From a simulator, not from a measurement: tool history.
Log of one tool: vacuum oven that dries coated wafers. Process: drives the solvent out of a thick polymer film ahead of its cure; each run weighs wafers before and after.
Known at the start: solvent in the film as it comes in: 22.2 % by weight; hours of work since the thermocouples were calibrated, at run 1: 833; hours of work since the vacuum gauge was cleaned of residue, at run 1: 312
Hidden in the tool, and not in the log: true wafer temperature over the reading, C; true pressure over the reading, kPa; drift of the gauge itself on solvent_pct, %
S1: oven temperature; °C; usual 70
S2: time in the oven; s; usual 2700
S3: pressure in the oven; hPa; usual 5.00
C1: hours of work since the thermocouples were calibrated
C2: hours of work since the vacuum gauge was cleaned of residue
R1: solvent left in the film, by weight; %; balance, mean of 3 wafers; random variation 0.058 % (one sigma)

run	hour	S1	S2	S3	C1	C2	R1
1	0.0	70	2700	5.00	833	312	3.28
2	71.5	70	2700	5.00	876	355	3.42
3	149.1	70	2700	5.00	922	401	3.39
4	216.4	70	2700	5.00	962	441	3.42
5	292.4	70	3720	5.00	1008	487	2.04
6	338.9	70	4740	5.00	1035	514	1.19
7	402.3	70	4740	5.00	1073	552	1.22
8	443.7	70	4740	5.00	1098	577	1.28
9	512.8	70	2040	5.00	1139	618	5.29
10	584.0	70	4320	5.00	1181	660	1.52
# hour 590.5: vacuum gauge cleaned of residue and calibrated
11	655.9	70	4320	5.00	1223	39	1.62
12	709.3	70	4320	5.00	1255	71	1.73
13	787.9	70	2700	18.74	1302	118	4.40
14	835.4	70	2700	18.74	1330	146	4.34
15	887.9	70	2700	18.74	1362	177	4.51
16	964.1	70	2700	18.74	1407	223	4.38
# hour 980.0: vacuum gauge cleaned of residue and calibrated, once more
17	1004.2	70	2700	18.74	1430	14	4.26
18	1052.4	70	1740	18.74	1459	43	6.92
19	1091.7	70	1740	18.74	1482	67	7.01
20	1169.1	70	1740	18.74	1529	113	7.04
21	1227.1	70	2580	17.76	1563	147	4.59
22	1274.9	69	2400	2.67	1592	176	4.73
23	1330.9	70	1860	4.43	1625	209	5.95
24	1401.6	70	3720	4.43	1667	251	2.11
25	1438.2	70	3720	4.43	1689	273	2.21
# hour 1449.7: oven's thermocouples calibrated
26	1479.9	70	1740	6.33	18	297	5.71
27	1534.5	70	1740	6.33	51	329	5.73
28	1586.2	83	1920	5.00	81	360	1.39
29	1655.6	83	1920	5.00	123	402	1.40
30	1688.9	67	2700	6.88	143	422	4.25

Run 31 comes next. What will it give?
31	1756.3	68	2700	6.88	183	462	?

{"run 31": {"R1": 3.81}}
Without the tool's hidden state the same run would have given R1 3.57 %.

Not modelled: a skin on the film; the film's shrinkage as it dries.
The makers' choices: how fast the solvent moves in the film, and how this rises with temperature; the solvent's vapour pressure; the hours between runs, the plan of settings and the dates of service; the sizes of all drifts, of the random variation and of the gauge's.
